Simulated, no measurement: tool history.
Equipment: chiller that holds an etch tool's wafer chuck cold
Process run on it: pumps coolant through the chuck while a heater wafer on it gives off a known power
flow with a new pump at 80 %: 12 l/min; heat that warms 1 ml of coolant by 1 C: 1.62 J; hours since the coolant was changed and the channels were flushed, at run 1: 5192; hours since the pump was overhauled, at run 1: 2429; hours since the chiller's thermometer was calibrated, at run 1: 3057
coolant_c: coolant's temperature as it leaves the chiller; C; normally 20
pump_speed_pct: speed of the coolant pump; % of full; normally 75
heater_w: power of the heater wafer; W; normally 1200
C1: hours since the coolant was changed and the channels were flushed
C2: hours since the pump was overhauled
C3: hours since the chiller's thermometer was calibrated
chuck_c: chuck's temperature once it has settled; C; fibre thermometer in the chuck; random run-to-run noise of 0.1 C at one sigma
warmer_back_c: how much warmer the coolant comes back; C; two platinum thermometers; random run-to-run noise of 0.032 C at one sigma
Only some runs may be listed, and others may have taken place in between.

run 1 hour=0.0 | coolant_c=20 pump_speed_pct=75 heater_w=1200 | C1=5192 C2=2429 C3=3057 | chuck_c=37.9 warmer_back_c=4.27
run 2 hour=60.6 | coolant_c=20 pump_speed_pct=75 heater_w=1200 | C1=5252 C2=2490 C3=3118 | chuck_c=37.8 warmer_back_c=4.21
run 3 hour=98.6 | coolant_c=20 pump_speed_pct=75 heater_w=1200 | C1=5290 C2=2528 C3=3156 | chuck_c=37.9 warmer_back_c=4.19
run 4 hour=157.1 | coolant_c=20 pump_speed_pct=75 heater_w=1718 | C1=5349 C2=2586 C3=3214 | chuck_c=45.4 warmer_back_c=6.07
run 5 hour=242.9 | coolant_c=20 pump_speed_pct=75 heater_w=1718 | C1=5435 C2=2672 C3=3300 | chuck_c=45.6 warmer_back_c=6.07
run 6 hour=300.3 | coolant_c=20 pump_speed_pct=75 heater_w=1345 | C1=5492 C2=2729 C3=3358 | chuck_c=40.1 warmer_back_c=4.75
run 7 hour=352.7 | coolant_c=20 pump_speed_pct=75 heater_w=1345 | C1=5544 C2=2782 C3=3410 | chuck_c=40.2 warmer_back_c=4.80
run 8 hour=419.2 | coolant_c=20 pump_speed_pct=75 heater_w=1345 | C1=5611 C2=2848 C3=3476 | chuck_c=40.5 warmer_back_c=4.80
run 9 hour=481.3 | coolant_c=20 pump_speed_pct=75 heater_w=1345 | C1=5673 C2=2910 C3=3539 | chuck_c=40.6 warmer_back_c=4.77
run 10 hour=552.0 | coolant_c=20 pump_speed_pct=75 heater_w=1345 | C1=5744 C2=2981 C3=3609 | chuck_c=40.6 warmer_back_c=4.76
run 11 hour=636.6 | coolant_c=20 pump_speed_pct=75 heater_w=1345 | C1=5828 C2=3066 C3=3694 | chuck_c=40.4 warmer_back_c=4.79
run 12 hour=726.2 | coolant_c=20 pump_speed_pct=75 heater_w=1345 | C1=5918 C2=3155 C3=3783 | chuck_c=40.5 warmer_back_c=4.85
run 13 hour=793.2 | coolant_c=20 pump_speed_pct=75 heater_w=1200 | C1=5985 C2=3222 C3=3850 | chuck_c=38.5 warmer_back_c=4.32
run 14 hour=865.8 | coolant_c=20 pump_speed_pct=75 heater_w=1200 | C1=6058 C2=3295 C3=3923 | chuck_c=38.6 warmer_back_c=4.29
-- hour=874.6 chiller's thermometer calibrated
run 15 hour=949.4 | coolant_c=20 pump_speed_pct=75 heater_w=1200 | C1=6140 C2=3377 C3=75 | chuck_c=39.2 warmer_back_c=4.35
run 16 hour=986.7 | coolant_c=20 pump_speed_pct=75 heater_w=850 | C1=6177 C2=3415 C3=112 | chuck_c=33.5 warmer_back_c=3.08
-- hour=1018.4 chiller's thermometer calibrated, once more
run 17 hour=1068.9 | coolant_c=20 pump_speed_pct=75 heater_w=850 | C1=6259 C2=3496 C3=51 | chuck_c=33.0 warmer_back_c=3.11
run 18 hour=1143.6 | coolant_c=29 pump_speed_pct=74 heater_w=1155 | C1=6333 C2=3571 C3=125 | chuck_c=47.0 warmer_back_c=4.19
run 19 hour=1206.2 | coolant_c=29 pump_speed_pct=74 heater_w=1155 | C1=6396 C2=3633 C3=188 | chuck_c=47.1 warmer_back_c=4.24
run 20 hour=1249.6 | coolant_c=18 pump_speed_pct=75 heater_w=1287 | C1=6439 C2=3677 C3=231 | chuck_c=37.8 warmer_back_c=4.64
run 21 hour=1335.8 | coolant_c=20 pump_speed_pct=82 heater_w=1484 | C1=6526 C2=3763 C3=317 | chuck_c=41.8 warmer_back_c=4.89
run 22 hour=1404.2 | coolant_c=29 pump_speed_pct=81 heater_w=739 | C1=6594 C2=3831 C3=386 | chuck_c=40.0 warmer_back_c=2.46
run 23 hour=1449.3 | coolant_c=29 pump_speed_pct=81 heater_w=739 | C1=6639 C2=3876 C3=431 | chuck_c=40.1 warmer_back_c=2.43
run 24 hour=1512.3 | coolant_c=18 pump_speed_pct=89 heater_w=680 | C1=6702 C2=3939 C3=494 | chuck_c=27.6 warmer_back_c=2.04
run 25 hour=1572.6 | coolant_c=18 pump_speed_pct=92 heater_w=791 | C1=6762 C2=4000 C3=554 | chuck_c=28.9 warmer_back_c=2.35
run 26 hour=1639.1 | coolant_c=29 pump_speed_pct=81 heater_w=1029 | C1=6829 C2=4066 C3=621 | chuck_c=44.5 warmer_back_c=3.46
run 27 hour=1683.4 | coolant_c=29 pump_speed_pct=81 heater_w=1029 | C1=6873 C2=4110 C3=665 | chuck_c=44.5 warmer_back_c=3.50
run 28 hour=1752.9 | coolant_c=29 pump_speed_pct=68 heater_w=1029 | C1=6943 C2=4180 C3=734 | chuck_c=46.2 warmer_back_c=4.19
run 29 hour=1808.6 | coolant_c=14 pump_speed_pct=72 heater_w=1701 | C1=6998 C2=4236 C3=790 | chuck_c=41.7 warmer_back_c=6.53
run 30 hour=1860.3 | coolant_c=20 pump_speed_pct=69 heater_w=1750 | C1=7050 C2=4287 C3=842 | chuck_c=49.4 warmer_back_c=7.10
run 31 hour=1899.1 | coolant_c=12 pump_speed_pct=74 heater_w=824 | C1=7089 C2=4326 C3=881 | chuck_c=25.4 warmer_back_c=3.10
run 32 hour=1975.4 | coolant_c=12 pump_speed_pct=74 heater_w=824 | C1=7165 C2=4402 C3=957 | chuck_c=25.5 warmer_back_c=3.06

Alternative continuations, all from the tool just after run 32; predict every row:
run A hour=2018.5 | coolant_c=26 pump_speed_pct=75 heater_w=1200 | C1=7208 C2=4446 C3=1000 | chuck_c=? warmer_back_c=?
run B hour=2018.5 | coolant_c=12 pump_speed_pct=74 heater_w=1157 | C1=7208 C2=4446 C3=1000 | chuck_c=? warmer_back_c=?
run C hour=2018.5 | coolant_c=20 pump_speed_pct=73 heater_w=611 | C1=7208 C2=4446 C3=1000 | chuck_c=? warmer_back_c=?

run=A chuck_c=45.2 warmer_back_c=4.43
run=B chuck_c=30.8 warmer_back_c=4.38
run=C chuck_c=30.2 warmer_back_c=2.33
Had the tool no hidden state, the same runs would have come out as:
run=A chuck_c=40.2 warmer_back_c=3.96
run=B chuck_c=26.0 warmer_back_c=3.91
run=C chuck_c=27.6 warmer_back_c=2.08
